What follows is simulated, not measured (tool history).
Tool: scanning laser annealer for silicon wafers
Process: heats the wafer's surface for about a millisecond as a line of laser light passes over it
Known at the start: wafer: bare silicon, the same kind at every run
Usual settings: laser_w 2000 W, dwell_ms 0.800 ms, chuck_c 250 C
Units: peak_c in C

Run 1, hour 0.0: usual settings. Result: peak_c 1050 C.
At hour 20.5: window over the wafer cleaned.
Run 2, hour 59.5: usual settings. Result: peak_c 1063 C.
Run 3, hour 94.6: usual settings but laser_w 2017 W. Result: peak_c 1073 C.
Run 4, hour 145.1: usual settings but laser_w 2017 W, dwell_ms 0.816 ms. Result: peak_c 1075 C.
Run 5, hour 216.9: usual settings but laser_w 2017 W, dwell_ms 0.816 ms. Result: peak_c 1074 C.
Run 6, hour 272.2: usual settings but laser_w 2017 W, dwell_ms 0.816 ms. Result: peak_c 1072 C.
Run 7, hour 344.2: usual settings but laser_w 2017 W, dwell_ms 0.816 ms. Result: peak_c 1072 C.
Run 8, hour 405.7: usual settings but laser_w 2017 W, dwell_ms 0.816 ms. Result: peak_c 1071 C.
Run 9, hour 446.8: usual settings but laser_w 2017 W, dwell_ms 0.833 ms. Result: peak_c 1077 C.
Run 10, hour 497.9: usual settings but laser_w 2139 W. Result: peak_c 1120 C.
Run 11, hour 538.0: usual settings. Result: peak_c 1049 C.
Run 12, hour 605.7: usual settings. Result: peak_c 1050 C.
Run 13, hour 660.1: usual settings but dwell_ms 0.954 ms. Result: peak_c 1120 C.
Run 14, hour 700.4: usual settings but dwell_ms 0.954 ms. Result: peak_c 1120 C.
Run 15, hour 764.7: usual settings but dwell_ms 0.954 ms. Result: peak_c 1118 C.
Run 16, hour 818.5: usual settings. Result: peak_c 1043 C.
Run 17, hour 851.1: usual settings. Result: peak_c 1042 C.
Run 18, hour 895.1: usual settings but laser_w 2059 W, chuck_c 280 C. Result: peak_c 1098 C.
Run 19, hour 929.4: usual settings but laser_w 2059 W, chuck_c 280 C. Result: peak_c 1096 C.
Run 20, hour 963.2: usual settings but laser_w 2059 W, chuck_c 280 C. Result: peak_c 1098 C.
Run 21, hour 1009.7: usual settings but laser_w 2059 W, chuck_c 280 C. Result: peak_c 1097 C.
Run 22, hour 1073.5: usual settings but laser_w 2059 W, chuck_c 280 C. Result: peak_c 1096 C.
Run 23, hour 1123.8: usual settings but laser_w 2059 W, chuck_c 280 C. Result: peak_c 1092 C.
Run 24, hour 1184.5: usual settings but laser_w 2059 W, dwell_ms 0.969 ms, chuck_c 234 C. Result: peak_c 1129 C.
At hour 1197.0: window over the wafer cleaned.
Run 25, hour 1260.3: usual settings but laser_w 2096 W. Result: peak_c 1094 C.
Run 26, hour 1293.1: usual settings but laser_w 1706 W, dwell_ms 0.923 ms, chuck_c 248 C. Result: peak_c 952 C.
Run 27, hour 1332.3: usual settings but laser_w 1706 W, dwell_ms 0.923 ms, chuck_c 248 C. Result: peak_c 949 C.
Run 28, hour 1397.5: usual settings but laser_w 2152 W, dwell_ms 0.614 ms, chuck_c 266 C. Result: peak_c 1028 C.
Run 29, hour 1447.9: usual settings but laser_w 2152 W, dwell_ms 0.614 ms, chuck_c 266 C. Result: peak_c 1022 C.
Run 30, hour 1482.9: usual settings but laser_w 2174 W, dwell_ms 0.573 ms. Result: peak_c 991 C.
Run 31, hour 1520.7: usual settings but laser_w 1984 W. Result: peak_c 1029 C.
Run 32, hour 1590.3: usual settings but laser_w 1826 W, dwell_ms 0.588 ms, chuck_c 242 C. Result: peak_c 843 C.
Run 33, hour 1621.9: usual settings but laser_w 1705 W, dwell_ms 0.707 ms, chuck_c 212 C. Result: peak_c 821 C.
Run 34, hour 1683.6: usual settings but laser_w 1705 W, dwell_ms 0.707 ms, chuck_c 212 C. Result: peak_c 818 C.

Forecast each of these 4 alternatives for the next run:
Run A, hour 1754.0: usual settings but laser_w 1709 W, dwell_ms 0.932 ms, chuck_c 268 C. Result: peak_c ?.
Run B, hour 1754.0: usual settings but laser_w 2047 W, chuck_c 244 C. Result: peak_c ?.
Run C, hour 1754.0: usual settings but dwell_ms 0.705 ms. Result: peak_c ?.
Run D, hour 1754.0: usual settings but laser_w 2196 W, dwell_ms 0.657 ms. Result: peak_c ?.

run  peak_c
  A     969
  B    1049
  C     985
  D    1045
Without the tool's hidden state the same runs would have given:
run  peak_c
  A    1012
  B    1099
  C    1031
  D    1095
